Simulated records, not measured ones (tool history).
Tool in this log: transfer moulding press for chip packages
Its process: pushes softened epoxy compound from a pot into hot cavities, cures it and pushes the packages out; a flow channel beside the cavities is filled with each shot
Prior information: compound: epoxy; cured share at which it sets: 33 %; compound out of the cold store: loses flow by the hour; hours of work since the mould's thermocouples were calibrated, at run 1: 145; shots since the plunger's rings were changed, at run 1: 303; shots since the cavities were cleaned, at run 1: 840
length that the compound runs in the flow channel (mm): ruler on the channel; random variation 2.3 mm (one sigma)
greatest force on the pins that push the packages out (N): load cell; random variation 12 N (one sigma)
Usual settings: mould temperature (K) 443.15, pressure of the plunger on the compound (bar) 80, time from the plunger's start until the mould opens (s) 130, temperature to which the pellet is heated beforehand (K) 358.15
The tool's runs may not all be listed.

run,hour,mould temperature (K),pressure of the plunger on the compound (bar),time from the plunger's start until the mould opens (s),temperature to which the pellet is heated beforehand (K),hours of work since the mould's thermocouples were calibrated,shots since the plunger's rings were changed,shots since the cavities were cleaned,incoming compound's hours out of the cold store,length that the compound runs in the flow channel (mm),greatest force on the pins that push the packages out (N)
1,0,443.15,80,130,358.15,145,303,840,26.5,720,1052
2,6.7,443.15,80,130,358.15,148,353,890,13.8,742,1136
3,15.1,443.15,80,130,358.15,152,417,954,12.2,746,1101
4,19.3,443.15,80,130,357.15,154,449,986,20.5,729,1113
5,23.4,443.15,80,130,357.15,156,479,1016,32.1,702,1086
# hour 28.8: cavities cleaned with cleaning compound and waxed
6,32.6,443.15,80,129,357.15,160,538,29,18.2,735,654
7,40.2,443.15,80,130,358.15,163,595,86,42.4,690,696
8,45.6,443.15,80,130,358.15,166,636,127,41.5,685,717
9,55,443.15,80,130,358.15,171,707,198,11.4,748,799
10,60.6,443.15,80,140,358.15,173,749,240,33.7,695,698
11,64.6,443.15,95.9,165,366.15,175,780,271,27.5,777,628
12,73.9,439.15,80,130,353.15,180,850,341,27.9,727,1170
13,77.8,438.15,86.7,155,358.15,182,879,370,19.7,767,872
14,81.8,438.15,86.7,155,358.15,184,910,401,47.5,716,848
15,90.7,438.15,61.7,150,360.15,188,977,468,23.4,642,954
16,98.1,438.15,61.7,150,360.15,191,1033,524,16.5,652,979
17,107,443.15,69.2,130,351.15,196,1100,591,29.2,654,988
18,112.4,443.15,74.7,133,363.15,198,1141,632,37.4,664,966
19,121,443.15,74.7,133,362.15,202,1206,697,33.1,674,922

Pick out some run-to-run changes in length that the compound runs in the flow channel (mm). Of each, how much would a tool without hidden state show as well, from the settings, what came in and chance, and how much is left for the hidden state and any gauge scatter not in both results compared?
The tool's hidden condition here consists of: true mould temperature over the reading, C; pressure that reaches the compound, % of what is set; grip of the stained cavities, % over clean ones'; drift of the gauge itself on flow_mm, %; drift of the gauge itself on push_out_n, %.
Run 1 -> 2: no setting changed, nothing entered. length that the compound runs in the flow channel (mm) +22: hidden state -1, all else +23.
Run 10 -> 11: pressure of the plunger on the compound (bar) 80 -> 95.9, time from the plunger's start until the mould opens (s) 140 -> 165, temperature to which the pellet is heated beforehand (K) 358.15 -> 366.15. length that the compound runs in the flow channel (mm) +82: hidden state +0, all else +82.
